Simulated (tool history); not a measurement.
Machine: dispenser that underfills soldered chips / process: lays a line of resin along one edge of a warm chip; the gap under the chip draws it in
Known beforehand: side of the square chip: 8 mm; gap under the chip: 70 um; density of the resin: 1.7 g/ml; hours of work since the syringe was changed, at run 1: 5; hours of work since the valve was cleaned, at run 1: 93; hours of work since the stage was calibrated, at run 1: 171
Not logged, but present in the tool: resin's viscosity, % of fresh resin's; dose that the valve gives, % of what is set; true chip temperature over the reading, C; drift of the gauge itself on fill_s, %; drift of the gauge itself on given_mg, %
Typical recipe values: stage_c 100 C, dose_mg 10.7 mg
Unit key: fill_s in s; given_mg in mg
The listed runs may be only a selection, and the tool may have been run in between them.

run,hour,stage_c,dose_mg,hours of work since the syringe was changed,hours of work since the valve was cleaned,hours of work since the stage was calibrated,fill_s,given_mg
1,0.0,100,10.7,5,93,171,29.2,9.68
# hour 1.9: new syringe of resin
# hour 9.4: new syringe of resin
2,9.4,100,10.7,0,100,178,24.2,9.81
# hour 17.1: new syringe of resin
3,17.8,100,10.7,0,106,184,25.5,9.74
# hour 23.7: dispensing valve cleaned and set on the balance
# hour 25.8: new syringe of resin
4,26.2,100,10.7,0,2,189,23.8,10.77
# hour 33.3: new syringe of resin
5,35.9,100,10.7,2,9,196,26.1,10.56
# hour 41.0: new syringe of resin
6,43.4,100,10.7,2,14,202,26.3,10.70
# hour 48.5: new syringe of resin
7,48.7,100,10.7,0,18,206,23.9,10.49
# hour 56.5: new syringe of resin
8,57.8,100,10.7,1,25,212,24.9,10.41
9,62.2,100,13.3,4,28,216,27.5,12.99
# hour 64.3: new syringe of resin
10,69.5,100,13.3,4,33,221,26.3,13.02
# hour 72.4: new syringe of resin
11,75.5,100,13.3,2,38,225,25.3,12.90
# hour 80.1: new syringe of resin
12,85.2,95,10.7,4,45,232,34.3,10.51
# hour 87.9: new syringe of resin
13,94.1,113,10.7,5,51,239,19.3,10.23
# hour 95.9: new syringe of resin
14,98.8,100,10.7,2,55,242,25.6,10.20
# hour 103.5: new syringe of resin
15,105.1,113,10.7,1,59,247,16.2,10.21
16,109.3,106,9.6,4,62,250,24.1,8.99
# hour 111.2: new syringe of resin
# hour 119.0: new syringe of resin
17,119.0,115,10.7,0,69,257,15.0,10.05
18,125.8,115,10.7,5,74,262,18.1,9.92
# hour 126.6: new syringe of resin
19,131.4,115,10.7,4,78,266,16.9,9.96
# hour 134.4: new syringe of resin
20,140.2,107,12.1,4,85,272,22.1,11.26
# hour 142.2: new syringe of resin
21,148.6,110,9.8,5,91,278,22.0,8.98
# hour 149.7: new syringe of resin
22,154.9,110,9.8,4,95,283,21.1,8.98
# hour 157.7: new syringe of resin
23,161.1,113,10.0,3,100,287,17.9,9.06
# hour 165.2: new syringe of resin
24,165.8,96,10.0,0,103,291,28.1,9.10
# hour 173.1: new syringe of resin
# hour 175.6: dispensing valve cleaned and set on the balance
25,176.1,96,10.0,2,0,298,28.9,9.98
# hour 181.6: new syringe of resin
26,181.6,101,9.9,0,4,301,23.4,9.88
27,188.5,99,10.5,5,10,307,30.9,10.40

Branching from run 27: 5 alternative next runs. What would each branch give?
# hour 189.4: new syringe of resin
A,195.0,98,13.2,4,14,311,?,?
# hour 189.4: new syringe of resin
B,195.0,107,9.2,4,14,311,?,?
# hour 189.4: new syringe of resin
C,195.0,99,11.1,4,14,311,?,?
# hour 189.4: new syringe of resin
D,195.0,108,10.7,4,14,311,?,?
# hour 189.4: new syringe of resin
E,195.0,100,13.6,4,14,311,?,?

run,fill_s,given_mg
A,28.8,13.09
B,23.7,9.14
C,28.6,11.04
D,21.4,10.59
E,27.0,13.41
The same runs, with their run-to-run variation unchanged, on a tool lacking any hidden condition would have given:
run,fill_s,given_mg
A,24.9,13.26
B,20.4,9.26
C,24.7,11.19
D,18.5,10.73
E,23.4,13.59
